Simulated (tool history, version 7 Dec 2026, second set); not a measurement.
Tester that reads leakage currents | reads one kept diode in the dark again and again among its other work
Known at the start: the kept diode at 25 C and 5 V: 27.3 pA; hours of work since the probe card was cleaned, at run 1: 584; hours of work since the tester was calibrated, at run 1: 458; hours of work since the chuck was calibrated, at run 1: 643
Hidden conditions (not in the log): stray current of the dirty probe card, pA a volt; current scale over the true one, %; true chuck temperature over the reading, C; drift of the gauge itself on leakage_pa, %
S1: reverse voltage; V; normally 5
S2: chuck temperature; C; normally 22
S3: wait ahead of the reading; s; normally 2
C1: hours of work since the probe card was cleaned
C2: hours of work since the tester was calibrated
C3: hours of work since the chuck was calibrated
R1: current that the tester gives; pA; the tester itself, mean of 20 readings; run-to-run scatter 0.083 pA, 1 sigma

run    hour     S1  S2    S3    C1    C2    C3      R1
  1       0      5  22     2   584   458   643   22.04
  2    18.2      5  22     2   594   468   653   22.14
  3    38.8      5  22     2   605   479   664   22.28
  4    71.6      5  22     2   623   497   682    22.3
  5   111.1      5  22  4.64   645   518   704   21.93
  6   142.5      5  22  3.83   662   536   721   22.04
  7   183.4      5  35  3.83   684   558   743   56.01
  8   216.9      5  35  3.83   703   576   762   56.09
  9   257.8      5  22     2   725   599   784   22.35
 10     284      5  22     2   739   613   798   22.21
 11   317.8      5  22     2   758   632   817   22.11
 12   350.7      5  22     2   776   650   835   22.24
 13   391.3      5  22     2   798   672   857   22.17
 14   410.7      5  22     2   809   683   868   22.15
 15   448.4      5  22     2   829   703   888   22.11
 16     479   2.68  22     2   846   720   905   16.15
 17   506.2   2.68  22     2   861   735   920   16.08
 18   539.4      5  23     2   879   753   938   23.82
 19   581.5      5  23     2   902   776   961   24.01
 20   606.3      5  23     2   916   790   975   23.82
 21   626.2   1.93  30  2.13   927   801   986   24.22
 22   663.3   1.93  30  2.13   947   821  1006   24.37
 23     692   3.85  30  0.46   963   837  1022   35.71
 24   733.2   3.85  22  0.43   985   859  1044   20.28
 25     759      5  22  2.99  1000   873  1059   22.03
 26   785.5    3.6  42   1.7  1014   888  1073   76.43
 27   819.5    3.6  42   1.7  1033   907  1092   76.53
 28   838.2   11.4  42     2  1043   917  1102  137.92
 29   870.3   11.4  42     2  1061   934  1120   138.2
 30   902.1  10.31  42     2  1078   952  1137  131.21
 31   927.7   7.66  57     2  1092   966  1151  288.86
 32   956.8   7.66  57     2  1108   982  1167   289.9
 33   979.9  18.69  57     2  1121   995  1180  457.79
 34  1009.6   5.61  43  5.62  1137  1011  1196  102.19
 35  1044.5   4.36  48  0.51  1156  1030  1215  125.02
 36  1083.1      5  23  4.14  1177  1051  1236    23.8
 37  1120.7   5.73  38  0.67  1198  1072  1257   74.59
 38  1147.8   8.95  59     2  1213  1086  1272     354
 39    1188   5.15  24     8  1235  1109  1294   25.97
 40  1218.3      5  21     2  1251  1125  1310   20.52

Below are 3 alternative next runs, each starting from the tool's condition after run 40. Predict each:
  A  1235.7     5  22  0.54  1261  1135  1320   ?
  B  1235.7  3.37  21  4.21  1261  1135  1320   ?
  C  1235.7  2.87  34  1.03  1261  1135  1320   ?

run     R1
  A  23.14
  B   16.6
  C  39.63
Take away the tool's hidden state, keep each run's random variation, and the runs would have read:
run     R1
  A  23.12
  B  16.58
  C   39.6
